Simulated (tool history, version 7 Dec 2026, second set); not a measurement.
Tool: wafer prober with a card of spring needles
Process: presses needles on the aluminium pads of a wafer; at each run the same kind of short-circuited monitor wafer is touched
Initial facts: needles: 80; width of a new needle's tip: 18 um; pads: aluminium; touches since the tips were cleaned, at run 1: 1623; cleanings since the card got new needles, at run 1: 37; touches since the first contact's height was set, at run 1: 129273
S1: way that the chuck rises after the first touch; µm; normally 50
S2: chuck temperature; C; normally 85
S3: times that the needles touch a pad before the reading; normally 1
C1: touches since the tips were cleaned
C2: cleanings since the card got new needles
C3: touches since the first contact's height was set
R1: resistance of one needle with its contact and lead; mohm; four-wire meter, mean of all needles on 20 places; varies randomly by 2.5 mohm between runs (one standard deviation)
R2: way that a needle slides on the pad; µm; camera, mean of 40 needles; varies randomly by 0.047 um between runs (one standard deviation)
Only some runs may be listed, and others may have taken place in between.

run,hour,S1,S2,S3,C1,C2,C3,R1,R2
1,0.0,50,85,1,1623,37,129273,372,11.86
# hour 4.4: tips cleaned on abrasive film
# hour 12.2: tips cleaned on abrasive film
# hour 19.6: tips cleaned on abrasive film
2,22.5,50,85,2,1297,40,139163,331,11.88
# hour 26.7: tips cleaned on abrasive film
3,33.1,50,43,1,2837,41,143840,401,11.80
# hour 34.6: tips cleaned on abrasive film
# hour 42.8: tips cleaned on abrasive film
# hour 50.5: tips cleaned on abrasive film
4,55.4,50,43,1,2196,44,153673,380,11.74
# hour 58.3: tips cleaned on abrasive film
# hour 65.4: tips cleaned on abrasive film
5,65.4,50,43,1,0,46,158006,290,11.71
# hour 72.5: tips cleaned on abrasive film
# hour 79.8: tips cleaned on abrasive film
6,81.5,50,85,1,763,48,165139,340,11.68
# hour 87.4: tips cleaned on abrasive film
# hour 94.3: tips cleaned on abrasive film
# hour 101.9: tips cleaned on abrasive film
7,102.5,50,85,1,270,51,174342,323,11.63
# hour 108.9: tips cleaned on abrasive film
# hour 116.0: tips cleaned on abrasive film
# hour 123.2: tips cleaned on abrasive film
8,124.1,50,85,1,396,54,183840,322,11.64
# hour 128.2: height of the first contact set anew
# hour 131.3: tips cleaned on abrasive film
9,135.0,50,85,1,1641,55,2972,364,12.55
# hour 139.4: tips cleaned on abrasive film
# hour 146.8: tips cleaned on abrasive film
# hour 153.9: tips cleaned on abrasive film
10,153.9,50,85,1,0,58,11284,294,12.47
# hour 162.2: tips cleaned on abrasive film
# hour 169.2: tips cleaned on abrasive film
11,173.0,39,85,1,1674,60,19688,435,9.48
# hour 176.9: tips cleaned on abrasive film
# hour 183.7: tips cleaned on abrasive film
12,185.9,39,85,1,981,62,25341,399,9.53
# hour 191.5: tips cleaned on abrasive film
13,195.8,39,85,1,1938,63,29741,455,9.58
# hour 198.7: tips cleaned on abrasive film
# hour 205.7: tips cleaned on abrasive film
# hour 212.4: tips cleaned on abrasive film
14,216.0,39,85,1,1627,66,38615,432,9.48
# hour 219.2: tips cleaned on abrasive film
# hour 226.6: tips cleaned on abrasive film
15,232.5,39,85,1,2628,68,45858,495,9.49
# hour 234.2: tips cleaned on abrasive film
# hour 241.1: tips cleaned on abrasive film
# hour 249.0: tips cleaned on abrasive film
16,254.9,39,85,1,2608,71,55700,474,9.47
# hour 255.9: tips cleaned on abrasive film
# hour 263.8: tips cleaned on abrasive film
17,268.3,40,85,1,2041,73,61615,452,9.76
# hour 271.1: tips cleaned on abrasive film
# hour 277.8: tips cleaned on abrasive film
# hour 284.6: tips cleaned on abrasive film
18,289.8,40,85,1,2317,76,71033,456,9.65
# hour 291.3: tips cleaned on abrasive film
# hour 299.2: tips cleaned on abrasive film
19,303.6,33,62,1,1964,78,77101,532,7.85
# hour 305.9: tips cleaned on abrasive film
# hour 312.6: tips cleaned on abrasive film
20,318.0,50,51,2,2422,80,83460,351,12.07
# hour 319.8: tips cleaned on abrasive film
# hour 326.7: tips cleaned on abrasive film
# hour 334.1: tips cleaned on abrasive film
21,336.1,50,113,3,914,83,91387,318,12.02
# hour 340.9: tips cleaned on abrasive film
# hour 348.4: tips cleaned on abrasive film
22,348.4,30,34,2,0,85,96760,312,6.89
# hour 355.7: tips cleaned on abrasive film
# hour 362.5: tips cleaned on abrasive film
23,369.0,49,34,2,2878,87,105859,359,11.69
# hour 370.7: tips cleaned on abrasive film
# hour 377.6: tips cleaned on abrasive film
24,379.9,49,34,2,997,89,110619,319,11.60
# hour 384.8: tips cleaned on abrasive film
# hour 391.8: tips cleaned on abrasive film
25,393.0,49,34,2,533,91,116407,313,11.55

How would selected steps in R1 from run to run divide? Give the signed amount a tool lacking its hidden state would still show from settings, what came in and random variation, and the signed amount left for the hidden state, including any gauge scatter that is not in both of the compared results.
The hidden state here: debris on the tips, nm; way that the needles fall short of the set height, um; tips' diameter, um; drift of the gauge itself on contact_mohm, %; drift of the gauge itself on scrub_um, %.
Run 10 -> 11: S1 50 -> 39, tips cleaned on abrasive film, tips cleaned on abrasive film. R1 +141 mohm: hidden state +132, all else +9.
Run 19 -> 20: S1 33 -> 50, S2 62 -> 51, S3 1 -> 2, tips cleaned on abrasive film, tips cleaned on abrasive film. R1 -181 mohm: hidden state -166, all else -15.

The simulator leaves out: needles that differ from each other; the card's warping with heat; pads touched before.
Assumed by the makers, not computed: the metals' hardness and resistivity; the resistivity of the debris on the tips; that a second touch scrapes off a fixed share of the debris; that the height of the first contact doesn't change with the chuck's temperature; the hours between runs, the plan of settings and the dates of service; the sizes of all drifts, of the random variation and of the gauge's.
